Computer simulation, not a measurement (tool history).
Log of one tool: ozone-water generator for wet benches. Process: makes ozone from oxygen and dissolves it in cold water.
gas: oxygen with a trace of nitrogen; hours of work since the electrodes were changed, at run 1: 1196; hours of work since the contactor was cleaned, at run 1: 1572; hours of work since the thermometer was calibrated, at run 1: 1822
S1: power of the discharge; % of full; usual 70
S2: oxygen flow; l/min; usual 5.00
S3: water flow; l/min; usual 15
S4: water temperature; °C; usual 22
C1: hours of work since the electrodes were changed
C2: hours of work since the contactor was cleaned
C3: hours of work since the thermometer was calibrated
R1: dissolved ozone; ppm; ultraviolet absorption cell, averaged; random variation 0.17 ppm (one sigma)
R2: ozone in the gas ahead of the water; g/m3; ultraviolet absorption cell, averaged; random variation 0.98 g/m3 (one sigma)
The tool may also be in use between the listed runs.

run,hour,S1,S2,S3,S4,C1,C2,C3,R1,R2
1,0.0,70,5.00,15,22,1196,1572,1822,21.6,168.0
2,130.4,70,5.00,15,23,1286,1661,1912,21.5,167.8
3,213.6,70,5.00,15,22,1343,1718,1969,22.1,166.7
4,295.8,70,5.00,15,22,1399,1775,2025,22.2,167.4
5,365.2,70,5.00,15,22,1446,1822,2073,21.7,169.7
6,479.5,70,5.00,15,22,1525,1900,2151,21.8,169.2
7,550.0,70,5.00,15,22,1573,1949,2199,21.7,168.6
8,673.7,70,5.00,15,22,1658,2033,2284,21.9,168.8
9,776.0,70,5.00,15,22,1728,2103,2354,21.8,169.1
10,892.4,70,5.00,17,22,1807,2183,2433,20.3,167.6
11,968.4,70,5.00,15,22,1859,2235,2486,21.6,167.3
12,1061.4,70,5.00,15,22,1923,2299,2549,22.1,167.4
13,1181.4,70,5.00,15,22,2005,2381,2631,21.8,167.6
14,1276.6,70,5.00,15,22,2070,2446,2697,21.9,167.9
15,1365.1,70,5.00,9,22,2131,2507,2757,29.3,167.4
16,1499.8,70,5.00,15,17,2223,2599,2849,24.2,167.3
17,1565.1,69,5.21,15,27,2268,2644,2894,20.2,163.1
18,1637.8,69,5.21,15,27,2318,2693,2944,19.8,162.0
19,1723.8,69,5.21,15,27,2377,2752,3003,19.6,162.5
20,1822.5,69,5.21,15,27,2444,2820,3070,19.6,163.1
21,1922.2,69,5.21,15,27,2512,2888,3139,20.0,162.3
22,2007.5,72,5.00,11,22,2571,2946,3197,27.0,172.6
23,2144.6,70,6.66,19,25,2665,3040,3291,17.7,149.8
24,2223.9,70,3.84,18,22,2719,3095,3345,18.9,191.3
25,2288.1,70,3.84,18,22,2763,3139,3389,18.6,188.4
26,2378.0,48,3.02,11,21,2825,3200,3451,19.1,149.1
27,2434.3,48,3.02,11,21,2863,3239,3489,19.1,150.1
28,2529.8,48,3.02,11,21,2928,3304,3555,18.9,148.9
29,2600.9,99,2.51,15,22,2977,3353,3603,27.5,305.1
30,2705.0,99,2.51,15,22,3048,3424,3674,27.5,308.3
31,2788.1,70,8.08,15,20,3105,3481,3731,22.5,135.9
32,2859.7,44,5.17,9,30,3154,3530,3780,16.4,110.7

4 ways to go on from here, each from the tool as it stands after run 32. What would each give?
# hour 2889.7: water thermometer calibrated
A,2934.2,75,3.27,15,22,3205,3581,30,?,?
# hour 2889.7: water thermometer calibrated
B,2934.2,59,5.17,13,24,3205,3581,30,?,?
# hour 2889.7: water thermometer calibrated
C,2934.2,44,2.65,9,30,3205,3581,30,?,?
# hour 2889.7: water thermometer calibrated
D,2934.2,64,2.58,9,30,3205,3581,30,?,?

run,R1,R2
A,22.6,214.9
B,19.8,142.7
C,17.3,147.4
D,24.0,207.6
Without the tool's hidden state the same runs would have given:
run,R1,R2
A,22.6,215.0
B,19.8,142.8
C,17.3,147.5
D,24.1,207.7
